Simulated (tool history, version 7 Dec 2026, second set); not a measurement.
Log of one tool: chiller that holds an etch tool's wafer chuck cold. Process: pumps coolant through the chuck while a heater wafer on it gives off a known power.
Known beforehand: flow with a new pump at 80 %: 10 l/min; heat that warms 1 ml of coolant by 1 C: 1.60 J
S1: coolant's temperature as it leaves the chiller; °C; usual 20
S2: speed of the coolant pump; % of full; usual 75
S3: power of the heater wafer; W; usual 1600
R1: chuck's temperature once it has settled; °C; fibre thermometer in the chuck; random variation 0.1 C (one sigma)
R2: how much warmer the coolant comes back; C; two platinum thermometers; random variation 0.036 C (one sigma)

{"run": 1, "hour": 0.0, "S1": 20, "S2": 75, "S3": 1600, "R1": 31.5, "R2": 6.42}
{"run": 2, "hour": 94.5, "S1": 20, "S2": 75, "S3": 1600, "R1": 31.5, "R2": 6.44}
{"run": 3, "hour": 200.5, "S1": 24, "S2": 75, "S3": 1600, "R1": 35.5, "R2": 6.4}
{"run": 4, "hour": 402.9, "S1": 20, "S2": 75, "S3": 1600, "R1": 31.6, "R2": 6.44}
{"run": 5, "hour": 598.7, "S1": 20, "S2": 75, "S3": 1617, "R1": 31.6, "R2": 6.52}
{"run": 6, "hour": 760.1, "S1": 20, "S2": 75, "S3": 1617, "R1": 31.5, "R2": 6.55}
{"run": 7, "hour": 929.1, "S1": 20, "S2": 75, "S3": 1617, "R1": 31.5, "R2": 6.52}
{"run": 8, "hour": 1128.0, "S1": 20, "S2": 75, "S3": 1617, "R1": 31.8, "R2": 6.57}
{"run": 9, "hour": 1211.8, "S1": 20, "S2": 75, "S3": 1617, "R1": 31.8, "R2": 6.56}
{"run": 10, "hour": 1302.0, "S1": 11, "S2": 75, "S3": 1600, "R1": 22.5, "R2": 6.48}
{"run": 11, "hour": 1400.6, "S1": 11, "S2": 75, "S3": 1600, "R1": 22.4, "R2": 6.57}
{"run": 12, "hour": 1507.8, "S1": 11, "S2": 75, "S3": 1600, "R1": 22.6, "R2": 6.52}
{"run": 13, "hour": 1622.2, "S1": 11, "S2": 75, "S3": 1600, "R1": 22.5, "R2": 6.54}
{"run": 14, "hour": 1714.0, "S1": 11, "S2": 75, "S3": 1600, "R1": 22.5, "R2": 6.51}
{"run": 15, "hour": 1847.8, "S1": 11, "S2": 75, "S3": 1600, "R1": 22.5, "R2": 6.63}
{"run": 16, "hour": 1994.9, "S1": 19, "S2": 75, "S3": 1600, "R1": 30.7, "R2": 6.53}
{"run": 17, "hour": 2126.0, "S1": 19, "S2": 95, "S3": 2205, "R1": 32.0, "R2": 7.09}
{"run": 18, "hour": 2314.4, "S1": 19, "S2": 68, "S3": 891, "R1": 25.9, "R2": 4.09}
{"run": 19, "hour": 2436.0, "S1": 23, "S2": 71, "S3": 1864, "R1": 37.0, "R2": 8.15}
{"run": 20, "hour": 2577.9, "S1": 20, "S2": 69, "S3": 1028, "R1": 27.9, "R2": 4.76}
{"run": 21, "hour": 2747.2, "S1": 24, "S2": 75, "S3": 1600, "R1": 35.5, "R2": 6.63}
{"run": 22, "hour": 2851.0, "S1": 26, "S2": 75, "S3": 1247, "R1": 35.1, "R2": 5.16}
{"run": 23, "hour": 3035.9, "S1": 11, "S2": 92, "S3": 1600, "R1": 21.0, "R2": 5.35}
{"hour": 3153.8, "done": "chiller's thermometer calibrated"}
{"run": 24, "hour": 3172.5, "S1": 11, "S2": 92, "S3": 1600, "R1": 20.9, "R2": 5.44}
{"run": 25, "hour": 3305.0, "S1": 11, "S2": 92, "S3": 1600, "R1": 20.6, "R2": 5.41}
{"run": 26, "hour": 3502.3, "S1": 20, "S2": 83, "S3": 1108, "R1": 27.4, "R2": 4.29}
{"run": 27, "hour": 3683.0, "S1": 22, "S2": 71, "S3": 2389, "R1": 40.1, "R2": 10.45}
{"run": 28, "hour": 3833.7, "S1": 22, "S2": 71, "S3": 2389, "R1": 40.0, "R2": 10.45}
{"hour": 3872.9, "done": "gauge calibrated"}
{"hour": 3977.1, "done": "coolant changed, channels flushed"}
{"run": 29, "hour": 3994.7, "S1": 22, "S2": 71, "S3": 2389, "R1": 39.9, "R2": 10.21}
{"run": 30, "hour": 4091.2, "S1": 13, "S2": 64, "S3": 873, "R1": 20.0, "R2": 4.19}
{"run": 31, "hour": 4179.0, "S1": 18, "S2": 95, "S3": 1219, "R1": 25.2, "R2": 3.77}

Each row is a separate what-if for the run after 31, all from the same tool condition, not one after another. Results?
{"run": "A", "hour": 4354.6, "S1": 15, "S2": 75, "S3": 1600, "R1": "?", "R2": "?"}
{"run": "B", "hour": 4354.6, "S1": 18, "S2": 95, "S3": 1590, "R1": "?", "R2": "?"}
{"run": "C", "hour": 4354.6, "S1": 11, "S2": 78, "S3": 1921, "R1": "?", "R2": "?"}
{"run": "D", "hour": 4354.6, "S1": 18, "S2": 95, "S3": 1427, "R1": "?", "R2": "?"}

run=A R1=26.5 R2=6.51
run=B R1=27.3 R2=4.98
run=C R1=24.3 R2=7.39
run=D R1=26.5 R2=4.49
With no hidden state in the tool, these same runs would have given:
run=A R1=26.5 R2=6.47
run=B R1=27.3 R2=4.94
run=C R1=24.2 R2=7.35
run=D R1=26.5 R2=4.45
